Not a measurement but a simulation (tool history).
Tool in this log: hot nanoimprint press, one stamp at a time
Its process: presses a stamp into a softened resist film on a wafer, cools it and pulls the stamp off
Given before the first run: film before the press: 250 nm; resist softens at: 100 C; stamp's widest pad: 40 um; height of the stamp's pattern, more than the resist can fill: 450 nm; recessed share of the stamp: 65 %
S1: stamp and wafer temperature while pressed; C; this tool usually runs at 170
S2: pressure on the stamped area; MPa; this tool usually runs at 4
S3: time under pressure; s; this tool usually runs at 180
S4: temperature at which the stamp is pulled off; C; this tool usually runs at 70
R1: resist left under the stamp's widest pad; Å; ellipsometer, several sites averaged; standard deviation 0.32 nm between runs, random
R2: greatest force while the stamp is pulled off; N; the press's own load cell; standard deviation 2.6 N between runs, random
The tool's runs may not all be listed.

run 1 hour=0 | S1=170 S2=4 S3=180 S4=70 | R1=924 R2=121
run 2 hour=5.2 | S1=170 S2=4 S3=180 S4=77 | R1=927 R2=112
run 3 hour=11.8 | S1=170 S2=4 S3=180 S4=77 | R1=920 R2=113
run 4 hour=19.7 | S1=170 S2=4 S3=180 S4=77 | R1=923 R2=117
run 5 hour=29.4 | S1=170 S2=4 S3=180 S4=77 | R1=920 R2=114
run 6 hour=34.3 | S1=170 S2=4 S3=180 S4=77 | R1=925 R2=115
run 7 hour=41.8 | S1=170 S2=4 S3=158 S4=70 | R1=971 R2=115
run 8 hour=48.1 | S1=170 S2=4 S3=142 S4=70 | R1=1009 R2=122
run 9 hour=55 | S1=170 S2=4 S3=180 S4=70 | R1=921 R2=120
run 10 hour=59.5 | S1=170 S2=4 S3=180 S4=70 | R1=922 R2=121
run 11 hour=69 | S1=170 S2=4 S3=180 S4=70 | R1=919 R2=125
run 12 hour=75.5 | S1=169 S2=4 S3=180 S4=70 | R1=971 R2=117
run 13 hour=82.3 | S1=162 S2=4 S3=180 S4=70 | R1=1389 R2=119
run 14 hour=90 | S1=170 S2=4 S3=180 S4=70 | R1=927 R2=124
run 15 hour=97.5 | S1=171 S2=4 S3=180 S4=70 | R1=874 R2=118
run 16 hour=103.7 | S1=172 S2=4 S3=180 S4=76 | R1=832 R2=113
run 17 hour=113.6 | S1=165 S2=4 S3=124 S4=70 | R1=1361 R2=126
run 18 hour=121.5 | S1=180 S2=3.73 S3=319 S4=70 | R1=444 R2=125
run 19 hour=131.7 | S1=180 S2=3.08 S3=299 S4=77 | R1=510 R2=113
run 20 hour=138 | S1=159 S2=6.07 S3=97 S4=67 | R1=1653 R2=119
run 21 hour=144.3 | S1=182 S2=3.79 S3=310 S4=70 | R1=410 R2=117
run 22 hour=152.9 | S1=175 S2=4.38 S3=218 S4=59 | R1=624 R2=121
run 23 hour=163.3 | S1=162 S2=2.8 S3=180 S4=62 | R1=1579 R2=128
run 24 hour=174.2 | S1=172 S2=4 S3=101 S4=70 | R1=1046 R2=120
run 25 hour=184.8 | S1=158 S2=3.84 S3=177 S4=68 | R1=1685 R2=118
run 26 hour=191.1 | S1=158 S2=4.03 S3=177 S4=76 | R1=1668 R2=119
run 27 hour=200 | S1=158 S2=4.03 S3=177 S4=76 | R1=1673 R2=116
run 28 hour=206.5 | S1=158 S2=4.03 S3=177 S4=76 | R1=1681 R2=113
run 29 hour=212.6 | S1=170 S2=4.03 S3=162 S4=76 | R1=965 R2=112

Forecast each of these 3 alternatives for the next run:
-- hour=220.4 plate thermocouple calibrated
run A hour=223.1 | S1=170 S2=4.03 S3=162 S4=60 | R1=? R2=?
-- hour=220.4 plate thermocouple calibrated
run B hour=223.1 | S1=176 S2=3.35 S3=162 S4=72 | R1=? R2=?
-- hour=220.4 plate thermocouple calibrated
run C hour=223.1 | S1=170 S2=4.03 S3=138 S4=76 | R1=? R2=?

run=A R1=959 R2=133
run=B R1=777 R2=119
run=C R1=1020 R2=114
Had the tool no hidden state, the same runs would have come out as:
run=A R1=959 R2=133
run=B R1=777 R2=119
run=C R1=1020 R2=114
